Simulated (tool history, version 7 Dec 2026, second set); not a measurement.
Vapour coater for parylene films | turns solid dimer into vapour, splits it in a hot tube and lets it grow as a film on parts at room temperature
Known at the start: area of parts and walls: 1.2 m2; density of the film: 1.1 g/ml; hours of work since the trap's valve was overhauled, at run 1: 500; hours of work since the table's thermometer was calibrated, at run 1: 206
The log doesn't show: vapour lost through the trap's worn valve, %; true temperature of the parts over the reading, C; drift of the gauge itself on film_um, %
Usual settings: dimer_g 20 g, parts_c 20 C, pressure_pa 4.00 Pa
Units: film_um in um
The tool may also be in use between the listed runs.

run	hour	dimer_g	parts_c	pressure_pa	hours of work since the trap's valve was overhauled	hours of work since the table's thermometer was calibrated	film_um
1	0.0	20	20	4.00	500	206	11.31
2	26.9	10	20	4.00	521	228	5.56
3	51.5	10	20	4.00	540	247	5.47
# hour 78.9: trap's valve overhauled
4	80.5	10	20	4.00	1	267	5.26
5	92.7	20	20	2.13	11	276	11.21
6	111.1	20	20	2.13	25	291	11.23
7	124.2	20	20	2.13	36	301	11.12
# hour 152.3: trap's valve overhauled, once more
8	155.1	20	20	2.13	2	323	13.05
9	176.1	20	13	4.00	19	339	14.76
10	191.7	20	20	4.00	31	351	11.85
11	213.9	17	17	4.00	49	369	11.20
12	240.3	26	23	6.90	69	390	13.25
13	252.0	21	17	2.50	79	399	14.50
14	263.2	12	18	4.82	88	408	7.44
15	274.5	12	18	4.82	96	417	7.31
16	300.0	26	16	3.46	117	437	17.68
17	325.1	22	12	2.31	136	457	15.58
18	350.7	16	17	8.44	157	477	9.28
19	363.7	14	17	5.29	167	487	8.64

3 ways to go on from here, each from the tool as it stands after run 19. What would each give?
A	382.3	20	17	4.00	182	502	?
B	382.3	10	17	3.51	182	502	?
C	382.3	28	17	3.76	182	502	?

run	film_um
A	12.65
B	6.39
C	17.88
Without the tool's hidden state the same runs would have given:
run	film_um
A	13.53
B	6.84
C	19.12
